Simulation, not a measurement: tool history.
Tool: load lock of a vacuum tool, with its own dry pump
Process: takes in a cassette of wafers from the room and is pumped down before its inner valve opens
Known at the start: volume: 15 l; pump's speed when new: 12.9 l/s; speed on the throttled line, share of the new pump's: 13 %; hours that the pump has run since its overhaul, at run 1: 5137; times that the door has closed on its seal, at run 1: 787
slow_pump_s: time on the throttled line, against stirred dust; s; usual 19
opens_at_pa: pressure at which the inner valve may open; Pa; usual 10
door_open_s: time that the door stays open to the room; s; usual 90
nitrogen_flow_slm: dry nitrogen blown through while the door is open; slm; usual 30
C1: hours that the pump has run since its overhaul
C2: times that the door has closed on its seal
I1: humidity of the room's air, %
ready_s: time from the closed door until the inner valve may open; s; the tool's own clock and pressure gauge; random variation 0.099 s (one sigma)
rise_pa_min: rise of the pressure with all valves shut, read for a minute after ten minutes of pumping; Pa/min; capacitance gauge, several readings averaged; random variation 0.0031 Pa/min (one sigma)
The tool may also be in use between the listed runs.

run 1 hour=0 | slow_pump_s=19 opens_at_pa=10 door_open_s=90 nitrogen_flow_slm=30 | C1=5137 C2=787 | I1=47.3 | ready_s=28.22 rise_pa_min=0.075
run 2 hour=138 | slow_pump_s=19 opens_at_pa=10 door_open_s=90 nitrogen_flow_slm=30 | C1=5275 C2=1270 | I1=45.3 | ready_s=28.16 rise_pa_min=0.071
run 3 hour=234.6 | slow_pump_s=20 opens_at_pa=10 door_open_s=90 nitrogen_flow_slm=30 | C1=5371 C2=1609 | I1=43.2 | ready_s=28.8 rise_pa_min=0.065
run 4 hour=341.1 | slow_pump_s=19 opens_at_pa=10 door_open_s=90 nitrogen_flow_slm=30 | C1=5478 C2=1982 | I1=48 | ready_s=28.28 rise_pa_min=0.085
run 5 hour=493.5 | slow_pump_s=29 opens_at_pa=10 door_open_s=90 nitrogen_flow_slm=30 | C1=5630 C2=2517 | I1=43.3 | ready_s=36.92 rise_pa_min=0.081
run 6 hour=671.4 | slow_pump_s=29 opens_at_pa=10 door_open_s=90 nitrogen_flow_slm=30 | C1=5808 C2=3140 | I1=44.8 | ready_s=36.9 rise_pa_min=0.082
run 7 hour=746.8 | slow_pump_s=29 opens_at_pa=10 door_open_s=90 nitrogen_flow_slm=30 | C1=5883 C2=3404 | I1=47.9 | ready_s=36.93 rise_pa_min=0.085
run 8 hour=912.3 | slow_pump_s=19 opens_at_pa=10 door_open_s=90 nitrogen_flow_slm=30 | C1=6049 C2=3985 | I1=47.5 | ready_s=28.21 rise_pa_min=0.087
run 9 hour=1054.2 | slow_pump_s=19 opens_at_pa=10 door_open_s=90 nitrogen_flow_slm=30 | C1=6191 C2=4482 | I1=44.8 | ready_s=28.17 rise_pa_min=0.095
run 10 hour=1163.4 | slow_pump_s=19 opens_at_pa=10 door_open_s=167 nitrogen_flow_slm=30 | C1=6300 C2=4865 | I1=45.1 | ready_s=28.17 rise_pa_min=0.114
run 11 hour=1294.2 | slow_pump_s=19 opens_at_pa=10 door_open_s=167 nitrogen_flow_slm=30 | C1=6431 C2=5323 | I1=44.9 | ready_s=28.33 rise_pa_min=0.123
run 12 hour=1419.3 | slow_pump_s=20 opens_at_pa=14 door_open_s=39 nitrogen_flow_slm=7 | C1=6556 C2=5762 | I1=45.5 | ready_s=28.63 rise_pa_min=0.118
run 13 hour=1594.2 | slow_pump_s=32 opens_at_pa=9 door_open_s=39 nitrogen_flow_slm=10 | C1=6731 C2=6375 | I1=45.9 | ready_s=39.83 rise_pa_min=0.115
run 14 hour=1713.6 | slow_pump_s=19 opens_at_pa=11 door_open_s=90 nitrogen_flow_slm=7 | C1=6850 C2=6794 | I1=43.1 | ready_s=28.48 rise_pa_min=0.156
run 15 hour=1803.9 | slow_pump_s=11 opens_at_pa=13 door_open_s=170 nitrogen_flow_slm=7 | C1=6941 C2=7110 | I1=44.5 | ready_s=21.12 rise_pa_min=0.202
run 16 hour=1980.3 | slow_pump_s=11 opens_at_pa=13 door_open_s=170 nitrogen_flow_slm=7 | C1=7117 C2=7729 | I1=45.8 | ready_s=21.3 rise_pa_min=0.215
run 17 hour=2133.4 | slow_pump_s=30 opens_at_pa=13 door_open_s=131 nitrogen_flow_slm=31 | C1=7270 C2=8266 | I1=47.3 | ready_s=37.6 rise_pa_min=0.142
run 18 hour=2253.1 | slow_pump_s=30 opens_at_pa=13 door_open_s=131 nitrogen_flow_slm=31 | C1=7390 C2=8685 | I1=44.4 | ready_s=37.37 rise_pa_min=0.138
run 19 hour=2355 | slow_pump_s=10 opens_at_pa=11 door_open_s=66 nitrogen_flow_slm=16 | C1=7492 C2=9042 | I1=47 | ready_s=20.55 rise_pa_min=0.152
run 20 hour=2473.2 | slow_pump_s=19 opens_at_pa=10 door_open_s=90 nitrogen_flow_slm=6 | C1=7610 C2=9457 | I1=44 | ready_s=28.53 rise_pa_min=0.185

Some steps in ready_s between neighbouring runs. How much of each would the tool show without its hidden state too (settings, what came in, random variation), and how much is left for the hidden state, with any gauge scatter that isn't in both results?
The hidden state here: pump's speed, % of a new pump's; leak at the door's seal, Pa l/s; drift of the gauge itself on ready_s, %; drift of the gauge itself on rise_pa_min, %.
Run 16 -> 17: slow_pump_s 11 -> 30, door_open_s 170 -> 131, nitrogen_flow_slm 7 -> 31. ready_s +16.3 s: hidden state -0.32, all else +16.62.
Run 18 -> 19: slow_pump_s 30 -> 10, opens_at_pa 13 -> 11, door_open_s 131 -> 66, nitrogen_flow_slm 31 -> 16. ready_s -16.82 s: hidden state +0.4, all else -17.22.
